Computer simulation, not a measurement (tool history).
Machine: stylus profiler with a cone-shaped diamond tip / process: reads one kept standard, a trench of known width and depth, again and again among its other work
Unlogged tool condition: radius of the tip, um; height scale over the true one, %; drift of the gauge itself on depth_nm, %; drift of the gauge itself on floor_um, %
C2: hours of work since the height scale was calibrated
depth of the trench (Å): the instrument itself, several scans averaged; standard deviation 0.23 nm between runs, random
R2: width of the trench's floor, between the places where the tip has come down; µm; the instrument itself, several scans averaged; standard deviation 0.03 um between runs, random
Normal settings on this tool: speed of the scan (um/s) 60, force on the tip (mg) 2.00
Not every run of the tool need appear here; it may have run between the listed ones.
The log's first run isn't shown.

Run 2, hour 32.9: usual settings; scans with this tip 8506; C2 127. Result: depth of the trench (Å) 10085.2, R2 16.31 µm.
Run 3, hour 59.6: usual settings; scans with this tip 8642; C2 144. Result: depth of the trench (Å) 10084.3, R2 16.32 µm.
Run 4, hour 91.4: usual settings but force on the tip (mg) 0.94; scans with this tip 8804; C2 163. Result: depth of the trench (Å) 10049.3, R2 16.25 µm.
Run 5, hour 127.8: usual settings but force on the tip (mg) 0.94; scans with this tip 8990; C2 185. Result: depth of the trench (Å) 10053.2, R2 16.24 µm.
Run 6, hour 146.6: usual settings but force on the tip (mg) 0.94; scans with this tip 9086; C2 197. Result: depth of the trench (Å) 10046.1, R2 16.25 µm.
Run 7, hour 183.1: usual settings; scans with this tip 9271; C2 219. Result: depth of the trench (Å) 10083.4, R2 16.37 µm.
Run 8, hour 216.3: usual settings; scans with this tip 9441; C2 240. Result: depth of the trench (Å) 10083.8, R2 16.31 µm.
Run 9, hour 236.1: usual settings; scans with this tip 9542; C2 252. Result: depth of the trench (Å) 10073.8, R2 16.36 µm.
Run 10, hour 266.3: usual settings; scans with this tip 9695; C2 270. Result: depth of the trench (Å) 10081.6, R2 16.32 µm.
Run 11, hour 304.4: usual settings but force on the tip (mg) 0.72; scans with this tip 9890; C2 294. Result: depth of the trench (Å) 10040.1, R2 16.24 µm.
Run 12, hour 348.4: usual settings but force on the tip (mg) 1.54; scans with this tip 10114; C2 321. Result: depth of the trench (Å) 10070.3, R2 16.25 µm.
Run 13, hour 383.9: usual settings but force on the tip (mg) 1.54; scans with this tip 10295; C2 342. Result: depth of the trench (Å) 10064.4, R2 16.34 µm.
Run 14, hour 416.9: usual settings but force on the tip (mg) 2.02; scans with this tip 10463; C2 363. Result: depth of the trench (Å) 10082.6, R2 16.31 µm.
Run 15, hour 451.1: usual settings but force on the tip (mg) 2.02; scans with this tip 10637; C2 384. Result: depth of the trench (Å) 10080.1, R2 16.35 µm.
Run 16, hour 472.7: usual settings but speed of the scan (um/s) 231, force on the tip (mg) 0.92; scans with this tip 10747; C2 397. Result: depth of the trench (Å) 10050.2, R2 15.41 µm.
Run 17, hour 492.6: usual settings but speed of the scan (um/s) 231, force on the tip (mg) 0.92; scans with this tip 10849; C2 409. Result: depth of the trench (Å) 10049.3, R2 15.42 µm.
Run 18, hour 517.6: usual settings but speed of the scan (um/s) 17, force on the tip (mg) 3.22; scans with this tip 10976; C2 424. Result: depth of the trench (Å) 10112.8, R2 16.52 µm.
Run 19, hour 560.5: usual settings but speed of the scan (um/s) 17, force on the tip (mg) 3.22; scans with this tip 11195; C2 451. Result: depth of the trench (Å) 10114.1, R2 16.46 µm.
Run 20, hour 581.5: usual settings but speed of the scan (um/s) 17, force on the tip (mg) 3.22; scans with this tip 11302; C2 464. Result: depth of the trench (Å) 10111.1, R2 16.46 µm.

Expected results for the next run?
Run 21, hour 609.2: usual settings but speed of the scan (um/s) 86, force on the tip (mg) 2.60; scans with this tip 11443; C2 481. Result: depth of the trench (Å) ?, R2 ?.

Run 21 gave depth of the trench (Å) 10097.3, R2 16.24 µm.
On a tool with no hidden condition, and with the same random variation, this run would have come out at depth of the trench (Å) 10097.4, R2 16.26 µm.
